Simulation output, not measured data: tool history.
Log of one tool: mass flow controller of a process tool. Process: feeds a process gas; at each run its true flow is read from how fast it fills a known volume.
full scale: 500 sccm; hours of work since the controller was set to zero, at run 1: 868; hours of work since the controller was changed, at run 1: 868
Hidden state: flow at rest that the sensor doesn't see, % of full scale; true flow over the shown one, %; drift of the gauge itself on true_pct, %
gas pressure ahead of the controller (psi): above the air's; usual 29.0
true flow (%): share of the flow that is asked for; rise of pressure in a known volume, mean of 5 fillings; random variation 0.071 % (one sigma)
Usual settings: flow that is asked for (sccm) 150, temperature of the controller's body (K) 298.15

| run | hour | flow that is asked for (sccm) | gas pressure ahead of the controller (psi) | temperature of the controller's body (K) | hours of work since the controller was set to zero | hours of work since the controller was changed | true flow (%) |
|---|---|---|---|---|---|---|---|
| 1 | 0.0 | 150 | 29.0 | 298.15 | 868 | 868 | 99.05 |
| 2 | 98.1 | 150 | 29.0 | 298.15 | 917 | 917 | 99.02 |
| 3 | 186.7 | 150 | 29.0 | 298.15 | 962 | 962 | 98.89 |
| 4 | 243.2 | 150 | 29.0 | 298.15 | 990 | 990 | 98.84 |
| 5 | 341.5 | 150 | 29.0 | 313.15 | 1040 | 1040 | 97.64 |
| 6 | 414.5 | 150 | 29.0 | 313.15 | 1077 | 1077 | 97.63 |
| 7 | 498.5 | 150 | 29.0 | 313.15 | 1119 | 1119 | 97.70 |
| 8 | 547.4 | 150 | 29.0 | 298.15 | 1144 | 1144 | 98.87 |
| 9 | 612.4 | 70 | 29.0 | 298.15 | 1176 | 1176 | 97.93 |
|  | 621.5 | controller's zero set anew |
| 10 | 704.5 | 500 | 34.1 | 306.15 | 42 | 1223 | 99.30 |
| 11 | 767.5 | 96 | 27.4 | 298.15 | 74 | 1254 | 97.67 |
| 12 | 847.2 | 52 | 25.4 | 297.15 | 114 | 1294 | 95.89 |
| 13 | 892.7 | 52 | 25.4 | 297.15 | 137 | 1317 | 95.92 |
| 14 | 935.2 | 117 | 25.4 | 297.15 | 158 | 1339 | 97.92 |
|  | 964.1 | controller's zero set anew, once more |
| 15 | 988.9 | 150 | 29.0 | 303.15 | 12 | 1366 | 99.19 |
| 16 | 1058.6 | 203 | 29.0 | 311.15 | 48 | 1401 | 98.55 |
| 17 | 1104.0 | 127 | 38.0 | 302.15 | 70 | 1424 | 99.56 |

5 ways to go on from here, each from the tool as it stands after run 17. What would each give?
| A | 1149.7 | 380 | 31.6 | 300.15 | 93 | 1447 | ? |
| B | 1149.7 | 81 | 38.0 | 302.15 | 93 | 1447 | ? |
| C | 1149.7 | 87 | 21.0 | 294.15 | 93 | 1447 | ? |
| D | 1149.7 | 166 | 34.4 | 299.15 | 93 | 1447 | ? |
| E | 1149.7 | 112 | 29.0 | 298.15 | 93 | 1447 | ? |

| run | true flow (%) |
|---|---|
| A | 99.79 |
| B | 99.37 |
| C | 99.12 |
| D | 99.69 |
| E | 99.34 |
Without the tool's hidden state the same runs would have given:
| run | true flow (%) |
|---|---|
| A | 99.85 |
| B | 99.64 |
| C | 99.37 |
| D | 99.82 |
| E | 99.54 |
